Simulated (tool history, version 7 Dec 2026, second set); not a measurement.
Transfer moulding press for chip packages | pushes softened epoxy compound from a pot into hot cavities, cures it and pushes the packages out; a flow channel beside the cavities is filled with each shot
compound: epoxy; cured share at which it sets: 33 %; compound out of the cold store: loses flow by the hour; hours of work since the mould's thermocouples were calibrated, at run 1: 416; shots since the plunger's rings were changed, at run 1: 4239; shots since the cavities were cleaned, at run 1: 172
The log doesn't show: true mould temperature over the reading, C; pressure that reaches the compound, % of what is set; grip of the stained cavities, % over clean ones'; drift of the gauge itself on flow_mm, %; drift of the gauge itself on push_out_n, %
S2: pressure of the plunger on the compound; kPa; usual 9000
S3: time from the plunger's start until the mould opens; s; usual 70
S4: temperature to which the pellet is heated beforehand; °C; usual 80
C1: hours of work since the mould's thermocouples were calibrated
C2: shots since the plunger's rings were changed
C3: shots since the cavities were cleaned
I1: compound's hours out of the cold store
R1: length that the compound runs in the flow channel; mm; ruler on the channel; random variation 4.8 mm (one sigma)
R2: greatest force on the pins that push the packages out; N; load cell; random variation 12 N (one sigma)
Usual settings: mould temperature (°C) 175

{"run": 1, "day": 0.0, "mould temperature (°C)": 175, "S2": 9000, "S3": 70, "S4": 80, "C1": 416, "C2": 4239, "C3": 172, "I1": 46.0, "R1": 556, "R2": 522}
{"run": 2, "day": 0.292, "mould temperature (°C)": 175, "S2": 9000, "S3": 70, "S4": 80, "C1": 421, "C2": 4349, "C3": 282, "I1": 20.0, "R1": 634, "R2": 612}
{"run": 3, "day": 0.775, "mould temperature (°C)": 175, "S2": 9000, "S3": 70, "S4": 74, "C1": 429, "C2": 4529, "C3": 462, "I1": 13.0, "R1": 665, "R2": 620}
{"run": 4, "day": 1.154, "mould temperature (°C)": 175, "S2": 9000, "S3": 70, "S4": 74, "C1": 435, "C2": 4671, "C3": 604, "I1": 41.0, "R1": 571, "R2": 563}
{"run": 5, "day": 1.662, "mould temperature (°C)": 175, "S2": 9000, "S3": 70, "S4": 80, "C1": 444, "C2": 4862, "C3": 795, "I1": 35.2, "R1": 596, "R2": 568}
{"run": 6, "day": 1.938, "mould temperature (°C)": 175, "S2": 9000, "S3": 70, "S4": 80, "C1": 449, "C2": 4965, "C3": 898, "I1": 43.4, "R1": 565, "R2": 543}
{"run": 7, "day": 2.438, "mould temperature (°C)": 175, "S2": 9000, "S3": 70, "S4": 80, "C1": 457, "C2": 5152, "C3": 1085, "I1": 19.4, "R1": 636, "R2": 585}
{"day": 2.788, "done": "cavities cleaned with cleaning compound and waxed"}
{"run": 8, "day": 2.858, "mould temperature (°C)": 175, "S2": 9000, "S3": 70, "S4": 80, "C1": 463, "C2": 5287, "C3": 28, "I1": 28.4, "R1": 623, "R2": 578}
{"run": 9, "day": 3.238, "mould temperature (°C)": 175, "S2": 9000, "S3": 70, "S4": 80, "C1": 470, "C2": 5428, "C3": 169, "I1": 41.6, "R1": 577, "R2": 533}
{"run": 10, "day": 3.762, "mould temperature (°C)": 175, "S2": 10250, "S3": 70, "S4": 80, "C1": 479, "C2": 5625, "C3": 366, "I1": 38.3, "R1": 619, "R2": 544}
{"day": 4.008, "done": "plunger's sealing rings changed"}
{"run": 11, "day": 4.396, "mould temperature (°C)": 175, "S2": 10250, "S3": 70, "S4": 80, "C1": 488, "C2": 145, "C3": 564, "I1": 42.1, "R1": 611, "R2": 560}
{"run": 12, "day": 4.904, "mould temperature (°C)": 175, "S2": 10000, "S3": 70, "S4": 80, "C1": 497, "C2": 335, "C3": 754, "I1": 19.8, "R1": 677, "R2": 600}
{"run": 13, "day": 5.196, "mould temperature (°C)": 167, "S2": 9000, "S3": 70, "S4": 80, "C1": 502, "C2": 446, "C3": 865, "I1": 20.4, "R1": 654, "R2": 1001}
{"run": 14, "day": 5.521, "mould temperature (°C)": 167, "S2": 9000, "S3": 70, "S4": 80, "C1": 507, "C2": 567, "C3": 986, "I1": 34.0, "R1": 613, "R2": 952}
{"run": 15, "day": 6.017, "mould temperature (°C)": 175, "S2": 8760, "S3": 65, "S4": 89, "C1": 516, "C2": 753, "C3": 1172, "I1": 18.0, "R1": 636, "R2": 687}
{"day": 6.162, "done": "cavities cleaned with cleaning compound and waxed"}
{"run": 16, "day": 6.396, "mould temperature (°C)": 175, "S2": 8760, "S3": 65, "S4": 89, "C1": 521, "C2": 871, "C3": 87, "I1": 28.6, "R1": 597, "R2": 678}
{"run": 17, "day": 6.892, "mould temperature (°C)": 175, "S2": 8760, "S3": 65, "S4": 89, "C1": 529, "C2": 1057, "C3": 273, "I1": 25.7, "R1": 607, "R2": 682}
{"run": 18, "day": 7.504, "mould temperature (°C)": 167, "S2": 7330, "S3": 76, "S4": 79, "C1": 540, "C2": 1286, "C3": 502, "I1": 44.1, "R1": 520, "R2": 740}

Forecast run 19:
{"run": 19, "day": 7.833, "mould temperature (°C)": 167, "S2": 7330, "S3": 76, "S4": 79, "C1": 545, "C2": 1410, "C3": 626, "I1": 10.7, "R1": "?", "R2": "?"}

Run 19 gave R1 618 mm, R2 888 N.
Without the tool's hidden state the same run would have given R1 618 mm, R2 881 N.
